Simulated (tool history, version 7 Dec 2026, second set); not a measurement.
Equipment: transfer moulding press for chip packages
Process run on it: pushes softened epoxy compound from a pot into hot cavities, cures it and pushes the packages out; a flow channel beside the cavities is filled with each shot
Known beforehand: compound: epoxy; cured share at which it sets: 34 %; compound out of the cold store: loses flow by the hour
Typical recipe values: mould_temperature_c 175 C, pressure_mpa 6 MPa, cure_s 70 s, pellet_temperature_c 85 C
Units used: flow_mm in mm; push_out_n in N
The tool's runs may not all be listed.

run   hour  mould_temperature_c  pressure_mpa  cure_s  pellet_temperature_c  incoming compound's hours out of the cold store  flow_mm  push_out_n
  1      0                  175             6      70                    85                                             32.7      568        1052
      14.2  -- cavities cleaned with cleaning compound and waxed
  2   53.5                  175             6      70                    85                                             14.5      620        1230
      70.1  -- mould's thermocouples calibrated
      89.2  -- cavities cleaned with cleaning compound and waxed
  3  119.6                  175             6      70                    85                                             11.3      632        1053
     163.2  -- cavities cleaned with cleaning compound and waxed
  4  163.8                  175             6      70                    85                                             23.7      562         623
     234.3  -- cavities cleaned with cleaning compound and waxed
     255.4  -- plunger's sealing rings changed
  5  256.3                  175             6      70                    85                                             15.3      646         863
       308  -- cavities cleaned with cleaning compound and waxed, once more
  6  321.4                  175          4.86      70                    85                                             38.6      497         786
  7  359.5                  175             6      57                    85                                               37      557        1619
     379.3  -- cavities cleaned with cleaning compound and waxed
  8  411.1                  175             6      57                    85                                             32.1      571        1460
     454.3  -- cavities cleaned with cleaning compound and waxed
  9  457.8                  180             6      53                    85                                             10.5      628         890
 10  495.6                  168          7.26      58                    89                                             24.8      649        2467
     528.7  -- cavities cleaned with cleaning compound and waxed
 11  571.6                  174          6.08      83                    89                                             46.8      496         844
     606.3  -- cavities cleaned with cleaning compound and waxed
     626.6  -- mould's thermocouples calibrated
     629.1  -- plunger's sealing rings changed
 12  657.5                  176             6      78                    76                                               29      590         909
     685.5  -- cavities cleaned with cleaning compound and waxed
 13  716.1                  170          7.34      70                    88                                             24.9      681        1405

Predict each of these 5 candidate next runs independently; none follows another, all start after run 13:
       759  -- cavities cleaned with cleaning compound and waxed
  A  788.4                  168          7.34      62                    88                                             25.3        ?           ?
       759  -- cavities cleaned with cleaning compound and waxed
  B  788.4                  176          7.34      70                    88                                             40.8        ?           ?
       759  -- cavities cleaned with cleaning compound and waxed
  C  788.4                  169          7.34      70                    88                                             39.9        ?           ?
       759  -- cavities cleaned with cleaning compound and waxed
  D  788.4                  176          6.53      70                    85                                             43.6        ?           ?
       759  -- cavities cleaned with cleaning compound and waxed
  E  788.4                  178             6      70                    94                                             24.4        ?           ?

run  flow_mm  push_out_n
  A      679        2096
  B      579         865
  C      620        1367
  D      535         878
  E      594         795
What these runs would have given with no unlogged condition in the tool:
run  flow_mm  push_out_n
  A      715        1337
  B      610         551
  C      653         871
  D      564         557
  E      625         502

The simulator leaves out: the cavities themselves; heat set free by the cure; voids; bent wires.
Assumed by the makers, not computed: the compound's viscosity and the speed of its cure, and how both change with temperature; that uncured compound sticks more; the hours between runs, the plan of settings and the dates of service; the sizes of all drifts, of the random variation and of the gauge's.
